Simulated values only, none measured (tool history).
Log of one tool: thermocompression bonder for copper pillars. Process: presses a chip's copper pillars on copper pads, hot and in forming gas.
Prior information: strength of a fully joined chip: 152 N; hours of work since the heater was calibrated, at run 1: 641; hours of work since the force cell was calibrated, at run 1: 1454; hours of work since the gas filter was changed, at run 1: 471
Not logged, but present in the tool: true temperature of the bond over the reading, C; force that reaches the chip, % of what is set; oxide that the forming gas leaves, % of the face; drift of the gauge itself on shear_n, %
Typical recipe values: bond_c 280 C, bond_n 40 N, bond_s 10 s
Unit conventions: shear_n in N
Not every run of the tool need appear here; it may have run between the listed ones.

run,day,bond_c,bond_n,bond_s,hours of work since the heater was calibrated,hours of work since the force cell was calibrated,hours of work since the gas filter was changed,shear_n
1,0.000,280,40,10,641,1454,471,67.4
# day 0.438: forming gas filter changed
2,3.588,280,40,10,690,1504,44,66.4
3,7.712,280,40,10,747,1561,101,67.4
4,11.146,280,40,10,795,1609,148,66.5
# day 12.267: heater calibrated with a thermocouple chip
# day 12.654: force cell calibrated
5,15.067,285,40,10,38,33,201,72.5
6,18.912,285,40,10,91,87,254,71.0
7,21.888,308,40,10,132,128,295,94.1
8,24.196,280,40,10,165,160,327,65.9
9,27.683,280,40,10,213,208,376,67.3
10,30.217,280,40,10,248,243,411,66.6
11,32.229,280,40,13,276,271,439,72.8
12,34.242,280,40,13,304,299,467,73.4
# day 35.012: forming gas filter changed
13,36.175,280,40,13,330,326,16,73.3
14,38.783,280,40,9,366,362,52,64.4
15,41.179,280,40,9,400,395,85,64.6
16,43.583,280,33,9,433,428,119,57.3
17,45.679,280,40,8,462,458,148,60.6
18,48.283,305,40,10,498,494,184,92.8
19,50.075,281,40,10,523,518,209,68.9
20,52.312,281,40,10,554,549,240,68.4
21,54.583,273,46,6,585,581,271,53.9
22,57.288,278,53,9,623,618,309,71.1
23,61.300,307,41,15,679,674,364,106.9
24,64.608,307,41,15,724,720,410,103.9
25,68.317,306,45,9,776,771,462,95.9
# day 69.592: forming gas filter changed
# day 70.742: heater calibrated with a thermocouple chip
26,71.088,273,45,9,5,808,20,62.6
27,72.846,257,35,10,29,833,44,41.6
28,75.379,288,36,10,64,868,79,69.4
29,77.496,288,36,10,94,897,108,72.2
30,81.250,288,36,10,146,949,160,71.4
31,84.742,280,42,18,194,998,209,84.1
32,88.250,274,47,11,243,1046,257,70.0
33,90.079,274,47,11,268,1072,283,68.4
34,92.800,274,47,11,306,1109,321,70.1
35,96.075,274,47,11,351,1155,366,68.5
36,99.817,274,47,11,403,1207,418,70.7
37,103.646,256,26,13,456,1260,471,38.9
# day 104.150: forming gas filter changed
38,107.475,280,40,9,509,1312,46,64.9
39,109.746,260,25,9,540,1344,78,33.9

Each row is a separate what-if for the run after 39, all from the same tool condition, not one after another. Results?
A,113.842,253,38,6,597,1401,134,?
B,113.842,274,54,7,597,1401,134,?
C,113.842,287,29,16,597,1401,134,?

run,shear_n
A,33.2
B,63.8
C,73.5
The same runs, with their run-to-run variation unchanged, on a tool lacking any hidden condition would have given:
run,shear_n
A,33.6
B,64.3
C,74.1

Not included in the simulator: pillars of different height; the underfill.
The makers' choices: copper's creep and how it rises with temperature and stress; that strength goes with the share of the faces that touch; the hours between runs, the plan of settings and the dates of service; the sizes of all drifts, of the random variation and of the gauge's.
